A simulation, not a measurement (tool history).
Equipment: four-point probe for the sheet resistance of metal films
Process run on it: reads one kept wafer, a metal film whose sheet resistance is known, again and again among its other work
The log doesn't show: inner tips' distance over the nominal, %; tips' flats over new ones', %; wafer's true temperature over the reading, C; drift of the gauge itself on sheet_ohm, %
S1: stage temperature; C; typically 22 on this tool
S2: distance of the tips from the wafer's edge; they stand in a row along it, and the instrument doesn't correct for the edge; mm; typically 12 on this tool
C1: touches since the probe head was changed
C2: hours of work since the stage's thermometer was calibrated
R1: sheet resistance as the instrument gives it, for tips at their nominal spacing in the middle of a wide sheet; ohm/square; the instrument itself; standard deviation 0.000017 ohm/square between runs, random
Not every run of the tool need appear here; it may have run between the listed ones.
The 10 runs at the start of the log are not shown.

run    hour  S1  S2     C1    C2        R1
 11   717.1  22   8  66781  2888  0.084185
 12   811.9  22   8  69509  2947  0.084195
      845.8  -- stage's thermometer calibrated
 13   909.1  22   8  72293    39  0.084169
 14  1005.7  22   8  75076    99  0.084183
 15  1050.1  22   8  76354   126  0.084222
 16  1120.3  22   8  78374   169  0.084201
 17  1175.2  22  26  79955   203  0.083217
 18  1273.8  22  26  82794   264  0.083198
 19  1350.7  22  26  85008   311  0.083172
 20  1406.9  24  12  86626   346  0.083631
 21  1456.9  24  12  88067   377  0.083583

Run 22 has not been measured yet. What should we expect?
 22  1516.5  24  12  89783  414   ?

R1: 0.083604 ohm/square
Take away the tool's hidden state, keep the run-to-run variation as it was, and the same run would have given R1 0.083611 ohm/square.

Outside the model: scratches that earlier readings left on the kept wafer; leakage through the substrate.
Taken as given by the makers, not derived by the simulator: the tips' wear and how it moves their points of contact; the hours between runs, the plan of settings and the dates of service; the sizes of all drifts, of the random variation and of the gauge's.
